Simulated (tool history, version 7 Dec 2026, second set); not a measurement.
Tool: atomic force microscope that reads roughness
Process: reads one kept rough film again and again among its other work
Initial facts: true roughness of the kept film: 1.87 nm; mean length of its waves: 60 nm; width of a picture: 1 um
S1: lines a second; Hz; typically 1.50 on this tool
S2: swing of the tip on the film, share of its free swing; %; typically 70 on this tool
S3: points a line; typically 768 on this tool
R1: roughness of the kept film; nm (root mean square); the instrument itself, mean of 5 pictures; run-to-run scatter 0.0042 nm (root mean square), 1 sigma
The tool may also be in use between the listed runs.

run,day,S1,S2,S3,R1
1,0.000,1.50,70,768,1.730
# day 0.862: new tip fitted
2,2.404,1.50,70,768,1.740
3,3.696,1.50,70,768,1.730
# day 4.350: new tip fitted
4,5.104,1.50,70,768,1.748
5,7.033,1.50,69,768,1.728
# day 7.821: new tip fitted
6,8.650,1.50,69,768,1.761
7,9.946,1.50,70,768,1.731
# day 11.283: new tip fitted
8,11.733,1.50,70,768,1.756
9,14.275,0.63,70,870,1.763
# day 14.904: new tip fitted
10,16.433,1.38,78,263,1.709
11,17.842,0.51,78,263,1.746
# day 18.112: height scale calibrated on a step standard
# day 18.579: new tip fitted
12,19.567,0.91,77,437,1.743
# day 22.079: new tip fitted
13,22.079,3.33,77,437,1.618

Run 14 has not been measured yet. What should we expect?
14,24.108,1.92,87,829,?

R1: 1.607 nm (root mean square)
With no hidden state in the tool, this same run would have given R1 1.651 nm (root mean square).
